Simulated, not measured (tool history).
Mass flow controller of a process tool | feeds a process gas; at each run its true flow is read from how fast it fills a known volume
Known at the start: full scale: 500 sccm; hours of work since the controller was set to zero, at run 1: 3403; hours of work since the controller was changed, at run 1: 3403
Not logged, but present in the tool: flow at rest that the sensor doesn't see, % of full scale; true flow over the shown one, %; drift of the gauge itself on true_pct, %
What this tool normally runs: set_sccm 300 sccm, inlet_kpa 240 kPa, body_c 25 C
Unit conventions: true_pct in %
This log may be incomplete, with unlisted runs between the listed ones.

| run | day | set_sccm | inlet_kpa | body_c | hours of work since the controller was set to zero | hours of work since the controller was changed | true_pct |
|---|---|---|---|---|---|---|---|
| 1 | 0.000 | 300 | 240 | 25 | 3403 | 3403 | 99.52 |
| 2 | 6.121 | 203 | 240 | 25 | 3503 | 3503 | 98.91 |
| 3 | 16.612 | 203 | 240 | 25 | 3673 | 3673 | 98.89 |
| 4 | 26.262 | 300 | 240 | 25 | 3830 | 3830 | 99.49 |
| 5 | 34.117 | 300 | 240 | 25 | 3958 | 3958 | 99.41 |
| 6 | 39.733 | 300 | 240 | 25 | 4049 | 4049 | 99.36 |
| 7 | 45.662 | 300 | 240 | 25 | 4145 | 4145 | 99.54 |
| 8 | 54.500 | 300 | 240 | 25 | 4289 | 4289 | 99.39 |
| 9 | 64.383 | 300 | 240 | 25 | 4450 | 4450 | 99.31 |
| 10 | 75.788 | 300 | 240 | 25 | 4635 | 4635 | 99.34 |
| 11 | 85.046 | 300 | 240 | 25 | 4786 | 4786 | 99.30 |
| 12 | 95.696 | 356 | 240 | 25 | 4959 | 4959 | 99.61 |
| 13 | 101.296 | 356 | 240 | 25 | 5050 | 5050 | 99.54 |
| 14 | 109.692 | 356 | 240 | 25 | 5186 | 5186 | 99.58 |
| 15 | 116.471 | 300 | 240 | 32 | 5297 | 5297 | 99.12 |
| 16 | 124.621 | 300 | 240 | 32 | 5429 | 5429 | 99.00 |
| 17 | 134.421 | 300 | 240 | 25 | 5589 | 5589 | 99.19 |
| 18 | 143.354 | 300 | 276 | 25 | 5734 | 5734 | 99.15 |
| 19 | 154.233 | 300 | 276 | 27 | 5911 | 5911 | 99.04 |
| 20 | 161.025 | 300 | 276 | 27 | 6021 | 6021 | 99.04 |
| 21 | 168.729 | 300 | 276 | 27 | 6146 | 6146 | 99.07 |
| 22 | 179.242 | 300 | 276 | 27 | 6317 | 6317 | 99.11 |
| 23 | 187.733 | 209 | 240 | 25 | 6455 | 6455 | 98.29 |
|  | 190.025 | controller's zero set anew |
| 24 | 198.692 | 439 | 238 | 28 | 141 | 6633 | 100.71 |
| 25 | 203.283 | 439 | 238 | 24 | 216 | 6708 | 100.79 |
| 26 | 207.950 | 439 | 238 | 24 | 291 | 6784 | 100.86 |
| 27 | 214.838 | 439 | 238 | 24 | 403 | 6896 | 100.82 |
| 28 | 221.388 | 53 | 201 | 21 | 510 | 7002 | 99.60 |
| 29 | 229.638 | 92 | 261 | 21 | 644 | 7136 | 100.15 |
| 30 | 238.767 | 300 | 240 | 22 | 793 | 7285 | 100.63 |
| 31 | 244.954 | 300 | 240 | 22 | 893 | 7385 | 100.59 |
| 32 | 249.800 | 300 | 240 | 22 | 972 | 7464 | 100.78 |
| 33 | 257.871 | 178 | 229 | 25 | 1103 | 7595 | 100.40 |
| 34 | 267.400 | 178 | 229 | 25 | 1258 | 7750 | 100.15 |
| 35 | 275.492 | 181 | 240 | 21 | 1390 | 7882 | 100.27 |
| 36 | 283.188 | 137 | 228 | 27 | 1515 | 8007 | 99.79 |
| 37 | 292.275 | 300 | 158 | 25 | 1662 | 8155 | 100.28 |
| 38 | 297.571 | 300 | 158 | 25 | 1749 | 8241 | 100.48 |
| 39 | 308.046 | 300 | 158 | 25 | 1919 | 8411 | 100.22 |
| 40 | 319.150 | 76 | 278 | 25 | 2099 | 8592 | 98.79 |
| 41 | 330.054 | 76 | 278 | 25 | 2277 | 8769 | 98.61 |
| 42 | 337.821 | 54 | 278 | 28 | 2403 | 8895 | 97.39 |
| 43 | 343.150 | 54 | 278 | 28 | 2490 | 8982 | 97.28 |
| 44 | 352.062 | 214 | 252 | 22 | 2635 | 9127 | 100.15 |

Table of differences, measured result less the result of that run with no hidden state. Run-to-run variation is the same in both. Gauge scatter possibly is not:
| run | true_pct |
|---|---|
| 1 | -0.40 |
| 2 | -0.87 |
| 3 | -0.91 |
| 4 | -0.46 |
| 5 | -0.48 |
| 6 | -0.49 |
| 7 | -0.51 |
| 8 | -0.53 |
| 9 | -0.56 |
| 10 | -0.58 |
| 11 | -0.60 |
| 12 | -0.42 |
| 13 | -0.43 |
| 14 | -0.44 |
| 15 | -0.68 |
| 16 | -0.70 |
| 17 | -0.72 |
| 18 | -0.74 |
| 19 | -0.76 |
| 20 | -0.78 |
| 21 | -0.80 |
| 22 | -0.83 |
| 23 | -1.58 |
| 24 | +0.83 |
| 25 | +0.82 |
| 26 | +0.82 |
| 27 | +0.81 |
| 28 | +0.00 |
| 29 | +0.28 |
| 30 | +0.71 |
| 31 | +0.70 |
| 32 | +0.68 |
| 33 | +0.45 |
| 34 | +0.40 |
| 35 | +0.37 |
| 36 | +0.12 |
| 37 | +0.58 |
| 38 | +0.57 |
| 39 | +0.55 |
| 40 | -1.15 |
| 41 | -1.30 |
| 42 | -2.42 |
| 43 | -2.52 |
| 44 | +0.18 |
